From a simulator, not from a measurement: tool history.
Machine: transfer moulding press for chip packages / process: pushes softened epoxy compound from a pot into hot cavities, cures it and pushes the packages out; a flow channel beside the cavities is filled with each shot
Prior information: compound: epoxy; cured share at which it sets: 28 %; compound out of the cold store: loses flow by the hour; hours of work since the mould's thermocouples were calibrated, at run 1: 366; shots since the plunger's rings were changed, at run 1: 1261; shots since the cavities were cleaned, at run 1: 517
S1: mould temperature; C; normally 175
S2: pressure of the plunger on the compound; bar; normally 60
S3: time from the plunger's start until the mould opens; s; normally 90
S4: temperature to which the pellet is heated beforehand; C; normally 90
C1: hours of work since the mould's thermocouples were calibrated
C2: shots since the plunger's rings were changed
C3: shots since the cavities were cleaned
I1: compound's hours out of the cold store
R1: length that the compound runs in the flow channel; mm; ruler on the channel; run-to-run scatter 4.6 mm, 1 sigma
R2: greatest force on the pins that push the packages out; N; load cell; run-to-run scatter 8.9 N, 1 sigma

run	hour	S1	S2	S3	S4	C1	C2	C3	I1	R1	R2
1	0	175	60	90	90	366	1261	517	40.2	760	555
# hour 20.7: cavities cleaned with cleaning compound and waxed
2	64.6	175	60	90	90	403	2049	549	47.3	732	677
# hour 82.1: cavities cleaned with cleaning compound and waxed
3	96.6	175	60	90	90	421	2430	181	34	766	451
# hour 144.1: cavities cleaned with cleaning compound and waxed
4	159.1	175	60	90	90	457	3192	188	21.2	829	462
# hour 208.4: cavities cleaned with cleaning compound and waxed
5	208.4	175	60	90	81	485	3790	0	21.9	818	419
6	243.7	175	60	90	90	506	4230	440	36.8	754	525
# hour 274.8: cavities cleaned with cleaning compound and waxed
7	276.6	175	60	90	93	525	4622	21	12.6	846	411
# hour 284.5: plunger's sealing rings changed
8	321.6	175	52.5	90	90	550	463	553	47.2	695	526
# hour 340.5: cavities cleaned with cleaning compound and waxed
9	362.8	175	52.5	90	90	573	959	279	13.5	811	500
# hour 403.2: cavities cleaned with cleaning compound and waxed
# hour 413.6: cavities cleaned with cleaning compound and waxed, once more
10	413.8	175	60	90	99	601	1558	3	33.8	784	387
# hour 430.1: mould's thermocouples calibrated
11	468.5	177	60	90	99	23	2217	662	45	737	531
# hour 478.3: cavities cleaned with cleaning compound and waxed
12	499.1	172	53.7	90	90	40	2580	260	43.1	710	565
# hour 540.6: cavities cleaned with cleaning compound and waxed
13	544.8	183	53.7	90	91	66	3133	54	23.4	747	353
# hour 603.6: cavities cleaned with cleaning compound and waxed
14	609.7	183	53.7	90	91	103	3924	77	44.2	670	376
# hour 665.9: cavities cleaned with cleaning compound and waxed
# hour 673.8: plunger's sealing rings changed
15	674.1	183	53.7	90	91	139	4	71	17.8	790	384

Branching from run 15: 5 alternative next runs. What would each branch give?
A	717.2	180	53.7	90	91	164	542	609	37.6	?	?
B	717.2	175	61	118	90	164	542	609	12.2	?	?
C	717.2	183	53.7	90	98	164	542	609	21.7	?	?
D	717.2	175	60	115	90	164	542	609	44	?	?
E	717.2	177	69	120	91	164	542	609	39.7	?	?

run	R1	R2
A	720	498
B	897	467
C	779	491
D	755	504
E	820	508
Without the tool's hidden state the same runs would have given:
run	R1	R2
A	725	340
B	903	318
C	784	335
D	760	345
E	825	347

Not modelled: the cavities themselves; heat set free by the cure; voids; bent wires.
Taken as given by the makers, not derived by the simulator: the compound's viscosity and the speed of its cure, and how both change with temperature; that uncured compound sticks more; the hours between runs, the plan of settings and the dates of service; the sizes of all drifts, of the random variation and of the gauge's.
